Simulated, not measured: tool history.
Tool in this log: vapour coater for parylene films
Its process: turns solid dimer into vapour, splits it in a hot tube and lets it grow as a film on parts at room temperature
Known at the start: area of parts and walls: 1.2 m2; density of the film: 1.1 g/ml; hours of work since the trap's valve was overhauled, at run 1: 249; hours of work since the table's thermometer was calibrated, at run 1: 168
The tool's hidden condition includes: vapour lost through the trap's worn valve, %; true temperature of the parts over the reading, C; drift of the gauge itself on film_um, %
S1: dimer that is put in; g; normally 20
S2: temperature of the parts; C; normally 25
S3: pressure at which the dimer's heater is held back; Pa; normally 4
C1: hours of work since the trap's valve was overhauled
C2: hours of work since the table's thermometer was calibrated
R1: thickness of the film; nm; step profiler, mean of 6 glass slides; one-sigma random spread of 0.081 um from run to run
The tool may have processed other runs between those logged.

run	hour	S1	S2	S3	C1	C2	R1
1	0	20	25	4	249	168	8910
2	19.5	20	25	4	259	178	8760
3	31	15	25	4	265	184	6620
4	42.8	15	25	4	271	190	6680
5	57.9	20	25	4	278	197	8750
6	70.8	20	25	4	285	204	8770
# hour 73: table's thermometer calibrated
7	80.7	20	25	4	289	4	8640
8	98.4	20	25	7.18	298	13	8310
# hour 110: table's thermometer calibrated, once more
9	115.4	20	25	7.18	306	3	8300
10	134	20	32	4	316	12	6360
11	151.4	19	19	3.79	324	21	10920
12	160.7	19	19	3.79	329	25	10670
13	180.5	35	31	2.84	339	35	11870

Each row is a separate what-if for the run after 13, all from the same tool condition, not one after another. Results?
A	189.1	15	28	10.22	343	40	?
B	189.1	8	17	2.64	343	40	?
C	189.1	20	25	5.65	343	40	?
D	189.1	20	25	4.85	343	40	?

run	R1
A	5250
B	5090
C	8410
D	8460
Without the tool's unlogged condition, the same runs would have read:
run	R1
A	6000
B	5810
C	9620
D	9670
